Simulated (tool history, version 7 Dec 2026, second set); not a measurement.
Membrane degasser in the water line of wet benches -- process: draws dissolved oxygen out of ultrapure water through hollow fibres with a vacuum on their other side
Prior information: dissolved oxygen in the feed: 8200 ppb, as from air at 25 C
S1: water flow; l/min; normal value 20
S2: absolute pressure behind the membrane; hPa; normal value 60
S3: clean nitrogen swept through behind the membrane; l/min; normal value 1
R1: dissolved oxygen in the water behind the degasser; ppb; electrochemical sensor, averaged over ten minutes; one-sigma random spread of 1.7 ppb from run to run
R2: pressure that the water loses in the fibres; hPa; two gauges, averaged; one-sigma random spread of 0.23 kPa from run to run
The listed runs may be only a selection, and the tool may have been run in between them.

Run 1, hour 0: usual settings. Result: R1 164.6 ppb, R2 594 hPa.
Run 2, hour 97.1: usual settings. Result: R1 166.4 ppb, R2 596.4 hPa.
Run 3, hour 146.3: usual settings but S1 29 l/min. Result: R1 266.4 ppb, R2 865.2 hPa.
Run 4, hour 199.3: usual settings but S2 102.3 hPa. Result: R1 346.8 ppb, R2 601.3 hPa.
Run 5, hour 299.2: usual settings but S3 1.58 l/min. Result: R1 124.3 ppb, R2 595.2 hPa.
Run 6, hour 373.6: usual settings but S1 25 l/min, S2 111.2 hPa. Result: R1 480.9 ppb, R2 747.2 hPa.
Run 7, hour 421.5: usual settings but S1 18 l/min, S2 66 hPa. Result: R1 171.2 ppb, R2 539.3 hPa.
Run 8, hour 491.3: usual settings but S1 15 l/min, S3 2.34 l/min. Result: R1 66 ppb, R2 450 hPa.
Run 9, hour 549.5: usual settings but S1 14 l/min, S2 38.6 hPa, S3 2.92 l/min. Result: R1 26.6 ppb, R2 418.1 hPa.
Run 10, hour 601.2: usual settings but S3 0.55 l/min. Result: R1 254 ppb, R2 595.9 hPa.

Difference, measured minus no-hidden-state, one row per run. Run-to-run variation is common to both terms; the gauge's own scatter need not be:
What the log doesn't record here: membrane still open, %; true pressure behind the membrane over the reading, kPa; air that leaks in behind the membrane, l/min; drift of the gauge itself on oxygen_ppb, %; drift of the gauge itself on loss_of_pressure_kpa, %.
run    R1     R2
  1  +3.6     +8
  2  +4.3   +8.4
  3  +7.8  +12.4
  4    +5   +8.9
  5  +4.8   +9.1
  6  +7.9  +11.7
  7  +5.5   +8.5
  8  +3.2   +7.3
  9  +2.7     +7
 10  +9.4  +10.2

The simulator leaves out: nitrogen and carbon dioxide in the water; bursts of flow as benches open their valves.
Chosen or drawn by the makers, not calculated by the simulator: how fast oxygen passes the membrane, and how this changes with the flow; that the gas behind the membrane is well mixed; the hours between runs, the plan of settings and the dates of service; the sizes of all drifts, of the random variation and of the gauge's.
